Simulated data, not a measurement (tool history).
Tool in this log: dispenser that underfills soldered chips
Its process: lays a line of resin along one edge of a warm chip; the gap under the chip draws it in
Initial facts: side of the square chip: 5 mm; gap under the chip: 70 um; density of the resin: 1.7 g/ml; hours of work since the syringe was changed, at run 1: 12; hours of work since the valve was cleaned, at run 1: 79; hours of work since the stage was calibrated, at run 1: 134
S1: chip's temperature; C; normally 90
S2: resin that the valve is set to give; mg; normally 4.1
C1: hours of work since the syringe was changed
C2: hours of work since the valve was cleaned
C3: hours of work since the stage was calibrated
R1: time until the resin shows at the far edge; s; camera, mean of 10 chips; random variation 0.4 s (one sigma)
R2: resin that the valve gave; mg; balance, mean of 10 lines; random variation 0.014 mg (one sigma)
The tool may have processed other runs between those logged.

{"run": 1, "day": 0.0, "S1": 90, "S2": 4.1, "C1": 12, "C2": 79, "C3": 134, "R1": 62.9, "R2": 3.89}
{"day": 0.029, "done": "new syringe of resin"}
{"run": 2, "day": 0.225, "S1": 90, "S2": 4.13, "C1": 3, "C2": 82, "C3": 137, "R1": 32.3, "R2": 3.93}
{"run": 3, "day": 0.379, "S1": 90, "S2": 4.26, "C1": 5, "C2": 84, "C3": 140, "R1": 38.6, "R2": 4.04}
{"run": 4, "day": 0.579, "S1": 90, "S2": 4.26, "C1": 9, "C2": 87, "C3": 143, "R1": 50, "R2": 4.02}
{"run": 5, "day": 0.75, "S1": 90, "S2": 4.26, "C1": 11, "C2": 90, "C3": 145, "R1": 61.1, "R2": 4.02}
{"day": 0.808, "done": "new syringe of resin"}
{"run": 6, "day": 1.012, "S1": 90, "S2": 4.26, "C1": 3, "C2": 94, "C3": 149, "R1": 32.1, "R2": 3.99}
{"run": 7, "day": 1.296, "S1": 90, "S2": 4.11, "C1": 8, "C2": 98, "C3": 154, "R1": 46, "R2": 3.85}
{"run": 8, "day": 1.562, "S1": 90, "S2": 4.11, "C1": 12, "C2": 102, "C3": 158, "R1": 65.6, "R2": 3.84}
{"day": 1.596, "done": "new syringe of resin"}
{"run": 9, "day": 1.946, "S1": 90, "S2": 4.11, "C1": 5, "C2": 108, "C3": 163, "R1": 39.7, "R2": 3.86}
{"day": 2.104, "done": "dispensing valve cleaned and set on the balance"}
{"run": 10, "day": 2.317, "S1": 90, "S2": 4.11, "C1": 11, "C2": 3, "C3": 169, "R1": 57.2, "R2": 4.12}

Run 11 has not been measured yet. What should we expect?
{"day": 2.404, "done": "new syringe of resin"}
{"run": 11, "day": 2.617, "S1": 75, "S2": 4.25, "C1": 3, "C2": 8, "C3": 173, "R1": "?", "R2": "?"}

R1: 50.5 s
R2: 4.23 mg
If the tool had no hidden condition, the same run with the same run-to-run variation would have returned R1 40.9 s, R2 4.25 mg.
